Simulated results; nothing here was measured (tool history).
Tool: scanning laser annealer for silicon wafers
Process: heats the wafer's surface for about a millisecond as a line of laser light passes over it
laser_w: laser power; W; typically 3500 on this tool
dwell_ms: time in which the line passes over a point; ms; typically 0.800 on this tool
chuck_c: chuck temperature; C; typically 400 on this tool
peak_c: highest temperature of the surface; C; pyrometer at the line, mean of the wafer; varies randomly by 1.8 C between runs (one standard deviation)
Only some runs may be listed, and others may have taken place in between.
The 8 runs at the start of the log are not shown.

run,hour,laser_w,dwell_ms,chuck_c,hours of work since the window was cleaned,hours of work since the power meter was calibrated,hours of work since the optics were aligned,peak_c
9,115.6,3500,0.800,400,170,218,1119,1173
10,132.0,3500,0.800,400,181,229,1129,1175
11,140.7,3500,0.797,400,186,234,1135,1174
12,152.7,3500,0.797,400,194,242,1142,1170
13,166.8,3500,0.797,400,203,251,1152,1171
14,175.3,3500,0.797,400,209,257,1157,1173
15,189.0,3500,0.797,400,217,266,1166,1172
16,206.3,3500,0.797,400,229,277,1177,1174
17,221.2,3500,0.800,400,238,286,1187,1171
18,238.9,3500,0.800,400,250,298,1198,1171
19,251.7,3500,0.800,400,258,306,1206,1173
20,269.0,3500,0.800,400,269,317,1217,1172
21,280.8,3500,0.800,400,276,325,1225,1170
22,295.8,3500,0.800,400,286,334,1234,1171
23,304.6,3500,0.810,400,292,340,1240,1173
24,321.3,3056,0.707,427,302,351,1251,1054
25,332.9,3716,0.707,427,310,358,1258,1201
26,347.3,3716,0.707,427,319,367,1268,1197

What does the tool deliver on the next run?
# hour 354.0: optics aligned, line set to its width
27,363.7,3716,0.707,427,327,375,6,?

peak_c: 1196 C
The same run, on a tool lacking any hidden state, would have yielded peak_c 1217 C.

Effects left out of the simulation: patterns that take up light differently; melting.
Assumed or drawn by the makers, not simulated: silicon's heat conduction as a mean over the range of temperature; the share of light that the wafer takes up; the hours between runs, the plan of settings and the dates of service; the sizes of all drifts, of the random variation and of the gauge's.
